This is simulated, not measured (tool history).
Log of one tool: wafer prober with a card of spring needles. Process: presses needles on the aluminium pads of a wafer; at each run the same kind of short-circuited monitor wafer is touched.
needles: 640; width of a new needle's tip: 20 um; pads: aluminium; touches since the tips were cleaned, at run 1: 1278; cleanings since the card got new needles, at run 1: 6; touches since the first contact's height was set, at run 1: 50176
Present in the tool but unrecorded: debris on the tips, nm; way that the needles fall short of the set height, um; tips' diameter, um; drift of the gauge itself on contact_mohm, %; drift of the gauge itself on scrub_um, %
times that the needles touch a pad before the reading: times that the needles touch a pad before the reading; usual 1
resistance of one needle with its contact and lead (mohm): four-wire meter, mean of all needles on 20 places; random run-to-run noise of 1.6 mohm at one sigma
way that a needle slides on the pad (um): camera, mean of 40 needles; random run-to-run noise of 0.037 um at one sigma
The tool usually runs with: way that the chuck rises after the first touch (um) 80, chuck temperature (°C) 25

run,hour,way that the chuck rises after the first touch (um),chuck temperature (°C),times that the needles touch a pad before the reading,touches since the tips were cleaned,cleanings since the card got new needles,touches since the first contact's height was set,resistance of one needle with its contact and lead (mohm),way that a needle slides on the pad (um)
1,0,80,25,1,1278,6,50176,167,12.39
# hour 27.7: tips cleaned on abrasive film
2,31.8,80,25,1,983,7,57907,168,12.37
3,57.7,61,25,1,7318,7,64242,221,9.44
# hour 59.6: tips cleaned on abrasive film
4,87.8,80,43,1,6881,8,71561,193,12.37
# hour 92: tips cleaned on abrasive film
5,109.6,80,25,1,4297,9,76868,186,12.36
# hour 124: tips cleaned on abrasive film
6,130.5,81,25,1,1579,10,81937,171,12.5
# hour 157.4: tips cleaned on abrasive film
7,158.1,80,25,1,178,11,88667,162,12.33
8,174.1,80,25,1,4072,11,92561,186,12.37
# hour 189.9: tips cleaned on abrasive film
9,195.7,80,25,1,1404,12,97813,171,12.33
# hour 222: tips cleaned on abrasive film
10,226,80,120,1,967,13,105182,189,12.21
# hour 253.7: tips cleaned on abrasive film
11,254.4,80,120,1,168,14,112108,180,12.25
# hour 271.3: height of the first contact set anew
12,278,80,120,1,5846,14,1627,210,12.14
# hour 286.8: tips cleaned on abrasive film
13,310.5,80,120,3,5776,15,9538,189,12.15
# hour 318.9: tips cleaned on abrasive film
14,335.1,80,25,1,3950,16,15531,184,12.09
# hour 352.9: tips cleaned on abrasive film
15,355.2,80,25,2,579,17,20420,166,12.03
# hour 386: tips cleaned on abrasive film
16,392,80,25,1,1469,18,29371,172,12.1
17,412.2,80,38,1,6411,18,34313,197,12.06
# hour 418.1: tips cleaned on abrasive film
18,445.8,80,38,1,6759,19,42486,200,12.06
# hour 450.7: tips cleaned on abrasive film
19,470,80,38,1,4707,20,48377,192,12.03
# hour 472.5: height of the first contact set anew, once more
# hour 481.9: tips cleaned on abrasive film
20,504.2,80,59,2,5427,21,7696,185,12.46
# hour 515.5: tips cleaned on abrasive film
21,521.6,80,88,1,1486,22,11925,184,12.5
22,538.5,73,120,1,5618,22,16057,217,11.34
# hour 547: tips cleaned on abrasive film
23,567.6,73,120,1,5041,23,23141,213,11.36
# hour 578.4: tips cleaned on abrasive film
24,604.1,73,120,1,6282,24,32029,213,11.32
# hour 609.3: tips cleaned on abrasive film
25,629.2,98,30,2,4872,25,38144,166,15.25
# hour 641.5: tips cleaned on abrasive film
26,651.8,72,25,2,2513,26,43616,174,11.14
# hour 674.4: tips cleaned on abrasive film
27,684.3,72,25,2,2437,27,51549,174,11.19
# hour 706.2: tips cleaned on abrasive film
28,716.7,72,52,2,2556,28,59429,180,11.15
29,735.3,94,52,1,7087,28,63960,187,14.53
# hour 737.4: tips cleaned on abrasive film
30,763.1,88,50,2,6275,29,70728,179,13.64
# hour 770: tips cleaned on abrasive film
31,794.4,79,25,1,5975,30,78358,194,12.26
# hour 801.7: tips cleaned on abrasive film
32,814.8,79,25,1,3198,31,83306,182,12.17

Below, some changes in resistance of one needle with its contact and lead (mohm) between adjacent runs. For each, the amount present without the hidden state too (settings, incoming material, random variation) and the amount remaining for the hidden state with gauge scatter not shared by both compared results:
Run 2 -> 3: way that the chuck rises after the first touch (um) 80 -> 61. resistance of one needle with its contact and lead (mohm) +53: hidden state +48, all else +5.
Run 3 -> 4: way that the chuck rises after the first touch (um) 61 -> 80, chuck temperature (°C) 25 -> 43, tips cleaned on abrasive film. resistance of one needle with its contact and lead (mohm) -28: hidden state -24, all else -4.
Run 11 -> 12: height of the first contact set anew. resistance of one needle with its contact and lead (mohm) +30: hidden state +27, all else +3.
Run 21 -> 22: way that the chuck rises after the first touch (um) 80 -> 73, chuck temperature (°C) 88 -> 120. resistance of one needle with its contact and lead (mohm) +33: hidden state +21, all else +12.
Run 24 -> 25: way that the chuck rises after the first touch (um) 73 -> 98, chuck temperature (°C) 120 -> 30, times that the needles touch a pad before the reading 1 -> 2, tips cleaned on abrasive film. resistance of one needle with its contact and lead (mohm) -47: hidden state -24, all else -23.
